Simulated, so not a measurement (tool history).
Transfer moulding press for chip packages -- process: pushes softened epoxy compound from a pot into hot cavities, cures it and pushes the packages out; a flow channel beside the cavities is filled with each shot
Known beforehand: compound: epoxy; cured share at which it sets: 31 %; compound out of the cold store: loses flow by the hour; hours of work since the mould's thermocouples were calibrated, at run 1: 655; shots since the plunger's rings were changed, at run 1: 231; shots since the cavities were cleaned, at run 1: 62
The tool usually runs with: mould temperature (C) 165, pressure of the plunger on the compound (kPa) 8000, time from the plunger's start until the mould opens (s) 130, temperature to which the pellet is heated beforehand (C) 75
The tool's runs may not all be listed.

| run | day | mould temperature (C) | pressure of the plunger on the compound (kPa) | time from the plunger's start until the mould opens (s) | temperature to which the pellet is heated beforehand (C) | hours of work since the mould's thermocouples were calibrated | shots since the plunger's rings were changed | shots since the cavities were cleaned | incoming compound's hours out of the cold store | length that the compound runs in the flow channel (mm) | greatest force on the pins that push the packages out (N) |
|---|---|---|---|---|---|---|---|---|---|---|---|
| 1 | 0.000 | 165 | 8000 | 130 | 75 | 655 | 231 | 62 | 12.4 | 705 | 278 |
| 2 | 1.479 | 159 | 8000 | 130 | 75 | 682 | 600 | 431 | 10.4 | 704 | 606 |
|  | 2.567 | cavities cleaned with cleaning compound and waxed |
| 3 | 2.958 | 165 | 8000 | 130 | 84 | 708 | 953 | 98 | 47.9 | 637 | 270 |
| 4 | 3.962 | 165 | 8000 | 130 | 84 | 726 | 1202 | 347 | 27.1 | 665 | 339 |
| 5 | 4.912 | 165 | 8000 | 130 | 84 | 744 | 1439 | 584 | 30.0 | 662 | 385 |
|  | 5.375 | cavities cleaned with cleaning compound and waxed |
| 6 | 6.096 | 165 | 8000 | 130 | 84 | 765 | 1718 | 179 | 45.6 | 625 | 291 |
| 7 | 7.221 | 172 | 8000 | 115 | 75 | 785 | 1998 | 459 | 24.8 | 637 | 334 |
| 8 | 8.038 | 158 | 9030 | 156 | 71 | 800 | 2201 | 662 | 22.7 | 716 | 440 |

Estimate the outcome of run 9 from the log above:
|  | 8.171 | cavities cleaned with cleaning compound and waxed |
| 9 | 8.879 | 158 | 9030 | 156 | 71 | 815 | 2396 | 177 | 31.7 | ? | ? |

length that the compound runs in the flow channel (mm): 697
greatest force on the pins that push the packages out (N): 339
Had the tool carried no hidden state, the very same run would have given length that the compound runs in the flow channel (mm) 734, greatest force on the pins that push the packages out (N) 275.
